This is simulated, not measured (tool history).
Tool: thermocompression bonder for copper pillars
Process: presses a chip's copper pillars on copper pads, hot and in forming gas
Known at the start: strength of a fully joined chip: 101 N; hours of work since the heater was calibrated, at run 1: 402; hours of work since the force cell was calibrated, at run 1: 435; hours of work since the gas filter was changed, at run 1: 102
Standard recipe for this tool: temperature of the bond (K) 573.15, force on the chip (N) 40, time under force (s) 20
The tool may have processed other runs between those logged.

run	day	temperature of the bond (K)	force on the chip (N)	time under force (s)	hours of work since the heater was calibrated	hours of work since the force cell was calibrated	hours of work since the gas filter was changed	force that shears a chip off (N)
1	0.000	573.15	40	20	402	435	102	63.5
2	1.721	573.15	40	20	424	456	123	63.8
3	3.679	573.15	33	20	448	480	147	57.8
4	5.492	573.15	33	20	470	503	170	57.1
5	6.946	573.15	33	20	488	521	188	57.5
6	8.692	573.15	40	20	510	542	209	63.2
7	10.433	573.15	40	20	531	564	231	63.0
8	11.558	573.15	40	20	545	578	244	63.1
9	13.158	573.15	40	20	565	597	264	63.5
10	15.054	573.15	28	20	588	621	288	52.3
11	16.488	573.15	40	26	606	638	305	68.0
12	18.275	573.15	40	26	628	660	327	67.7
13	19.175	573.15	40	26	639	671	338	68.0
14	20.038	577.15	40	26	649	682	349	70.3
15	21.154	577.15	40	26	663	696	363	70.5
16	22.117	573.15	40	13	675	708	375	55.5
17	24.000	573.15	40	13	698	731	398	55.0
# day 24.267: forming gas filter changed
18	25.462	585.15	40	20	716	749	15	70.5
19	27.058	564.15	33	16	736	768	34	47.6
20	28.450	564.15	33	16	753	785	52	47.4
21	30.279	564.15	33	16	775	808	74	47.6
22	31.879	584.15	31	25	795	828	94	66.0
23	33.583	573.15	26	20	816	849	115	49.9
24	35.196	588.15	26	42	836	869	135	72.7
25	36.767	558.15	47	25	855	888	154	62.3
26	38.729	558.15	35	25	879	912	178	53.3
27	40.312	576.15	31	20	899	932	198	57.0
28	41.192	576.15	31	20	910	942	209	57.0
29	42.858	545.15	27	29	930	963	229	40.2
30	43.992	545.15	27	30	944	977	243	40.6
31	45.742	593.15	40	18	966	998	265	72.4
32	46.825	573.15	28	25	979	1012	278	56.1
33	48.075	588.15	54	25	995	1027	293	83.1
34	49.212	588.15	54	25	1009	1041	307	82.8
35	50.454	598.15	42	20	1024	1057	323	78.0
36	51.521	598.15	42	20	1037	1070	336	77.5

Below are 4 alternative next runs, each starting from the tool's condition after run 36. Predict each:
A	52.338	598.15	42	39	1047	1080	346	?
B	52.338	578.15	24	19	1047	1080	346	?
C	52.338	572.15	48	53	1047	1080	346	?
D	52.338	598.15	51	20	1047	1080	346	?

run	force that shears a chip off (N)
A	87.5
B	49.3
C	83.4
D	83.6
The same runs, with their run-to-run variation unchanged, on a tool lacking any hidden condition would have given:
run	force that shears a chip off (N)
A	89.6
B	50.5
C	85.3
D	85.6
